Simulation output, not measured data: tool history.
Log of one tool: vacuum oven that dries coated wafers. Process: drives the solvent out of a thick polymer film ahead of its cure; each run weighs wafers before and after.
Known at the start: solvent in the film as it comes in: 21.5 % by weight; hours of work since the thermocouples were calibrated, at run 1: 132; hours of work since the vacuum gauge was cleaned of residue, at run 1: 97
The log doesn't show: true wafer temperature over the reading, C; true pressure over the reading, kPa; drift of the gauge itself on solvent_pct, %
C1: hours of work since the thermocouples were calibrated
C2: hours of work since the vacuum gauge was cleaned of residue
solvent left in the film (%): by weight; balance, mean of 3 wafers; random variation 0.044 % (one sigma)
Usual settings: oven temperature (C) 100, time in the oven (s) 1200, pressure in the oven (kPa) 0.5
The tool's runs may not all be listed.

run 1 hour=0 | oven_temperature_(C)=100 time_in_the_oven_(s)=1200 pressure_in_the_oven_(kPa)=0.5 | C1=132 C2=97 | solvent_left_in_the_film_(%)=3.02
run 2 hour=10.5 | oven_temperature_(C)=100 time_in_the_oven_(s)=1200 pressure_in_the_oven_(kPa)=1.583 | C1=140 C2=104 | solvent_left_in_the_film_(%)=3.32
run 3 hour=19.4 | oven_temperature_(C)=100 time_in_the_oven_(s)=1200 pressure_in_the_oven_(kPa)=1.583 | C1=146 C2=111 | solvent_left_in_the_film_(%)=3.32
run 4 hour=26.7 | oven_temperature_(C)=100 time_in_the_oven_(s)=1200 pressure_in_the_oven_(kPa)=1.583 | C1=151 C2=116 | solvent_left_in_the_film_(%)=3.2
run 5 hour=36.9 | oven_temperature_(C)=100 time_in_the_oven_(s)=1200 pressure_in_the_oven_(kPa)=1.583 | C1=158 C2=123 | solvent_left_in_the_film_(%)=3.23
run 6 hour=46.5 | oven_temperature_(C)=100 time_in_the_oven_(s)=1200 pressure_in_the_oven_(kPa)=1.583 | C1=165 C2=130 | solvent_left_in_the_film_(%)=3.25
run 7 hour=58.3 | oven_temperature_(C)=86 time_in_the_oven_(s)=1200 pressure_in_the_oven_(kPa)=0.5 | C1=173 C2=138 | solvent_left_in_the_film_(%)=8.14
run 8 hour=67.7 | oven_temperature_(C)=86 time_in_the_oven_(s)=1200 pressure_in_the_oven_(kPa)=0.5 | C1=180 C2=145 | solvent_left_in_the_film_(%)=8.1
run 9 hour=77.1 | oven_temperature_(C)=100 time_in_the_oven_(s)=1200 pressure_in_the_oven_(kPa)=0.5 | C1=187 C2=152 | solvent_left_in_the_film_(%)=2.92
run 10 hour=82.8 | oven_temperature_(C)=89 time_in_the_oven_(s)=1200 pressure_in_the_oven_(kPa)=0.5 | C1=191 C2=156 | solvent_left_in_the_film_(%)=6.96
run 11 hour=91.9 | oven_temperature_(C)=89 time_in_the_oven_(s)=1200 pressure_in_the_oven_(kPa)=0.5 | C1=197 C2=162 | solvent_left_in_the_film_(%)=6.88
run 12 hour=103.3 | oven_temperature_(C)=89 time_in_the_oven_(s)=1200 pressure_in_the_oven_(kPa)=0.5 | C1=205 C2=170 | solvent_left_in_the_film_(%)=7.06
run 13 hour=116.4 | oven_temperature_(C)=89 time_in_the_oven_(s)=1200 pressure_in_the_oven_(kPa)=0.5 | C1=215 C2=180 | solvent_left_in_the_film_(%)=6.81
run 14 hour=123.1 | oven_temperature_(C)=89 time_in_the_oven_(s)=1200 pressure_in_the_oven_(kPa)=0.5 | C1=220 C2=184 | solvent_left_in_the_film_(%)=6.98
run 15 hour=131.3 | oven_temperature_(C)=89 time_in_the_oven_(s)=1200 pressure_in_the_oven_(kPa)=0.284 | C1=225 C2=190 | solvent_left_in_the_film_(%)=6.78
run 16 hour=145 | oven_temperature_(C)=89 time_in_the_oven_(s)=1200 pressure_in_the_oven_(kPa)=0.284 | C1=235 C2=200 | solvent_left_in_the_film_(%)=6.76
run 17 hour=154.6 | oven_temperature_(C)=100 time_in_the_oven_(s)=1200 pressure_in_the_oven_(kPa)=0.5 | C1=242 C2=207 | solvent_left_in_the_film_(%)=2.97
run 18 hour=163 | oven_temperature_(C)=100 time_in_the_oven_(s)=840 pressure_in_the_oven_(kPa)=0.883 | C1=248 C2=213 | solvent_left_in_the_film_(%)=4.93
run 19 hour=170.9 | oven_temperature_(C)=100 time_in_the_oven_(s)=840 pressure_in_the_oven_(kPa)=0.883 | C1=254 C2=218 | solvent_left_in_the_film_(%)=4.97
run 20 hour=183.4 | oven_temperature_(C)=100 time_in_the_oven_(s)=840 pressure_in_the_oven_(kPa)=0.883 | C1=262 C2=227 | solvent_left_in_the_film_(%)=5.13
run 21 hour=196.2 | oven_temperature_(C)=100 time_in_the_oven_(s)=840 pressure_in_the_oven_(kPa)=0.883 | C1=271 C2=236 | solvent_left_in_the_film_(%)=4.96
run 22 hour=203.6 | oven_temperature_(C)=105 time_in_the_oven_(s)=840 pressure_in_the_oven_(kPa)=0.269 | C1=277 C2=242 | solvent_left_in_the_film_(%)=3.24
run 23 hour=213.2 | oven_temperature_(C)=105 time_in_the_oven_(s)=840 pressure_in_the_oven_(kPa)=0.269 | C1=284 C2=248 | solvent_left_in_the_film_(%)=3.25
run 24 hour=220.8 | oven_temperature_(C)=103 time_in_the_oven_(s)=840 pressure_in_the_oven_(kPa)=0.269 | C1=289 C2=254 | solvent_left_in_the_film_(%)=3.98
run 25 hour=233.9 | oven_temperature_(C)=103 time_in_the_oven_(s)=840 pressure_in_the_oven_(kPa)=0.269 | C1=298 C2=263 | solvent_left_in_the_film_(%)=3.92
run 26 hour=243.9 | oven_temperature_(C)=103 time_in_the_oven_(s)=840 pressure_in_the_oven_(kPa)=0.269 | C1=305 C2=270 | solvent_left_in_the_film_(%)=3.83
run 27 hour=256.7 | oven_temperature_(C)=111 time_in_the_oven_(s)=1200 pressure_in_the_oven_(kPa)=0.5 | C1=314 C2=279 | solvent_left_in_the_film_(%)=0.68
run 28 hour=266.8 | oven_temperature_(C)=90 time_in_the_oven_(s)=600 pressure_in_the_oven_(kPa)=0.627 | C1=322 C2=287 | solvent_left_in_the_film_(%)=10.66
run 29 hour=275.8 | oven_temperature_(C)=90 time_in_the_oven_(s)=600 pressure_in_the_oven_(kPa)=0.627 | C1=328 C2=293 | solvent_left_in_the_film_(%)=10.54
run 30 hour=289 | oven_temperature_(C)=90 time_in_the_oven_(s)=600 pressure_in_the_oven_(kPa)=0.627 | C1=337 C2=302 | solvent_left_in_the_film_(%)=10.65
run 31 hour=300.3 | oven_temperature_(C)=100 time_in_the_oven_(s)=1020 pressure_in_the_oven_(kPa)=0.866 | C1=345 C2=310 | solvent_left_in_the_film_(%)=3.92
run 32 hour=312.9 | oven_temperature_(C)=96 time_in_the_oven_(s)=660 pressure_in_the_oven_(kPa)=0.5 | C1=354 C2=319 | solvent_left_in_the_film_(%)=7.93
run 33 hour=323.5 | oven_temperature_(C)=96 time_in_the_oven_(s)=660 pressure_in_the_oven_(kPa)=0.5 | C1=362 C2=327 | solvent_left_in_the_film_(%)=7.93
run 34 hour=333.4 | oven_temperature_(C)=90 time_in_the_oven_(s)=1200 pressure_in_the_oven_(kPa)=0.767 | C1=369 C2=334 | solvent_left_in_the_film_(%)=6.47

The same runs without the tool's hidden state, with the same run-to-run variation:
run=1 solvent_left_in_the_film_(%)=3.02
run=2 solvent_left_in_the_film_(%)=3.33
run=3 solvent_left_in_the_film_(%)=3.33
run=4 solvent_left_in_the_film_(%)=3.21
run=5 solvent_left_in_the_film_(%)=3.24
run=6 solvent_left_in_the_film_(%)=3.27
run=7 solvent_left_in_the_film_(%)=8.18
run=8 solvent_left_in_the_film_(%)=8.14
run=9 solvent_left_in_the_film_(%)=2.95
run=10 solvent_left_in_the_film_(%)=7.01
run=11 solvent_left_in_the_film_(%)=6.93
run=12 solvent_left_in_the_film_(%)=7.11
run=13 solvent_left_in_the_film_(%)=6.88
run=14 solvent_left_in_the_film_(%)=7.04
run=15 solvent_left_in_the_film_(%)=6.85
run=16 solvent_left_in_the_film_(%)=6.84
run=17 solvent_left_in_the_film_(%)=3.04
run=18 solvent_left_in_the_film_(%)=5.01
run=19 solvent_left_in_the_film_(%)=5.06
run=20 solvent_left_in_the_film_(%)=5.22
run=21 solvent_left_in_the_film_(%)=5.05
run=22 solvent_left_in_the_film_(%)=3.32
run=23 solvent_left_in_the_film_(%)=3.34
run=24 solvent_left_in_the_film_(%)=4.08
run=25 solvent_left_in_the_film_(%)=4.02
run=26 solvent_left_in_the_film_(%)=3.94
run=27 solvent_left_in_the_film_(%)=0.72
run=28 solvent_left_in_the_film_(%)=10.77
run=29 solvent_left_in_the_film_(%)=10.67
run=30 solvent_left_in_the_film_(%)=10.78
run=31 solvent_left_in_the_film_(%)=4.06
run=32 solvent_left_in_the_film_(%)=8.09
run=33 solvent_left_in_the_film_(%)=8.1
run=34 solvent_left_in_the_film_(%)=6.64
